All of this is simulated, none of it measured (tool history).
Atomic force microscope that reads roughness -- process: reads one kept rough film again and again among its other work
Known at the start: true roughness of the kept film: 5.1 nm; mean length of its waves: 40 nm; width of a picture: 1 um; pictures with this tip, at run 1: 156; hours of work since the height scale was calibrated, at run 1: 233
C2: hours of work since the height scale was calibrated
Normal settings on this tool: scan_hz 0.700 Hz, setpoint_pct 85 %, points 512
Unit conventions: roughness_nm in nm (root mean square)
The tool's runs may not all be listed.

Run 1, hour 0.0: usual settings; pictures with this tip 156; C2 233. Result: roughness_nm 3.805 nm (root mean square).
Run 2, hour 4.4: usual settings but setpoint_pct 59 %; pictures with this tip 164; C2 237. Result: roughness_nm 3.948 nm (root mean square).
Run 3, hour 9.0: usual settings but points 331; pictures with this tip 172; C2 240. Result: roughness_nm 3.737 nm (root mean square).
Run 4, hour 17.9: usual settings but points 331; pictures with this tip 189; C2 247. Result: roughness_nm 3.675 nm (root mean square).
Run 5, hour 24.7: usual settings but setpoint_pct 59 %; pictures with this tip 201; C2 252. Result: roughness_nm 3.818 nm (root mean square).
Run 6, hour 29.9: usual settings; pictures with this tip 211; C2 255. Result: roughness_nm 3.606 nm (root mean square).
Run 7, hour 36.6: usual settings; pictures with this tip 223; C2 260. Result: roughness_nm 3.587 nm (root mean square).
At hour 39.6: new tip fitted.
Run 8, hour 43.0: usual settings; pictures with this tip 7; C2 265. Result: roughness_nm 4.379 nm (root mean square).
Run 9, hour 52.6: usual settings; pictures with this tip 24; C2 272. Result: roughness_nm 4.287 nm (root mean square).
Run 10, hour 60.5: usual settings; pictures with this tip 39; C2 278. Result: roughness_nm 4.198 nm (root mean square).
Run 11, hour 66.0: usual settings; pictures with this tip 49; C2 282. Result: roughness_nm 4.173 nm (root mean square).
Run 12, hour 71.1: usual settings; pictures with this tip 58; C2 285. Result: roughness_nm 4.164 nm (root mean square).
Run 13, hour 78.8: usual settings; pictures with this tip 73; C2 291. Result: roughness_nm 4.056 nm (root mean square).
Run 14, hour 84.4: usual settings; pictures with this tip 83; C2 295. Result: roughness_nm 4.072 nm (root mean square).
Run 15, hour 92.9: usual settings; pictures with this tip 98; C2 302. Result: roughness_nm 3.996 nm (root mean square).
Run 16, hour 98.8: usual settings; pictures with this tip 109; C2 306. Result: roughness_nm 3.953 nm (root mean square).
Run 17, hour 106.2: usual settings; pictures with this tip 123; C2 311. Result: roughness_nm 3.920 nm (root mean square).
Run 18, hour 113.5: usual settings; pictures with this tip 136; C2 317. Result: roughness_nm 3.871 nm (root mean square).
Run 19, hour 122.6: usual settings; pictures with this tip 153; C2 324. Result: roughness_nm 3.775 nm (root mean square).
Run 20, hour 126.4: usual settings; pictures with this tip 160; C2 326. Result: roughness_nm 3.792 nm (root mean square).
Run 21, hour 132.5: usual settings but points 529; pictures with this tip 171; C2 331. Result: roughness_nm 3.736 nm (root mean square).
Run 22, hour 139.7: usual settings but points 529; pictures with this tip 184; C2 336. Result: roughness_nm 3.684 nm (root mean square).
Run 23, hour 144.4: usual settings but scan_hz 2.021 Hz; pictures with this tip 193; C2 340. Result: roughness_nm 3.341 nm (root mean square).
Run 24, hour 152.4: usual settings; pictures with this tip 208; C2 346. Result: roughness_nm 3.604 nm (root mean square).
Run 25, hour 159.1: usual settings but scan_hz 0.609 Hz; pictures with this tip 220; C2 350. Result: roughness_nm 3.612 nm (root mean square).
At hour 163.3: new tip fitted.
Run 26, hour 166.9: usual settings but scan_hz 0.609 Hz; pictures with this tip 6; C2 356. Result: roughness_nm 4.433 nm (root mean square).
Run 27, hour 172.3: usual settings but scan_hz 0.609 Hz; pictures with this tip 16; C2 360. Result: roughness_nm 4.393 nm (root mean square).
Run 28, hour 177.5: usual settings but scan_hz 0.998 Hz, points 370; pictures with this tip 26; C2 364. Result: roughness_nm 4.184 nm (root mean square).
Run 29, hour 187.0: usual settings but setpoint_pct 72 %; pictures with this tip 43; C2 371. Result: roughness_nm 4.356 nm (root mean square).
Run 30, hour 192.0: usual settings but setpoint_pct 72 %; pictures with this tip 53; C2 374. Result: roughness_nm 4.299 nm (root mean square).
Run 31, hour 200.1: usual settings but scan_hz 0.904 Hz, setpoint_pct 72 %, points 687; pictures with this tip 67; C2 380. Result: roughness_nm 4.203 nm (root mean square).
Run 32, hour 207.3: usual settings but scan_hz 0.904 Hz, setpoint_pct 72 %, points 687; pictures with this tip 81; C2 386. Result: roughness_nm 4.168 nm (root mean square).
Run 33, hour 212.6: usual settings but scan_hz 0.943 Hz, setpoint_pct 62 %; pictures with this tip 90; C2 390. Result: roughness_nm 4.168 nm (root mean square).
Run 34, hour 220.1: usual settings but scan_hz 1.587 Hz, setpoint_pct 63 %, points 376; pictures with this tip 104; C2 395. Result: roughness_nm 4.029 nm (root mean square).
Run 35, hour 224.2: usual settings but scan_hz 1.587 Hz, setpoint_pct 63 %, points 376; pictures with this tip 112; C2 398. Result: roughness_nm 4.024 nm (root mean square).
Run 36, hour 228.3: usual settings but scan_hz 1.774 Hz, setpoint_pct 73 %, points 721; pictures with this tip 119; C2 401. Result: roughness_nm 3.847 nm (root mean square).
Run 37, hour 232.9: usual settings but scan_hz 1.774 Hz, setpoint_pct 73 %, points 721; pictures with this tip 128; C2 405. Result: roughness_nm 3.813 nm (root mean square).

Predict the results of run 38:
Run 38, hour 239.9: usual settings but scan_hz 1.774 Hz, setpoint_pct 73 %, points 721; pictures with this tip 140; C2 410. Result: roughness_nm ?.

Run 38 came out at roughness_nm 3.782 nm (root mean square).
With the hidden condition absent and the run-to-run variation left alone, this run would have shown roughness_nm 4.344 nm (root mean square).

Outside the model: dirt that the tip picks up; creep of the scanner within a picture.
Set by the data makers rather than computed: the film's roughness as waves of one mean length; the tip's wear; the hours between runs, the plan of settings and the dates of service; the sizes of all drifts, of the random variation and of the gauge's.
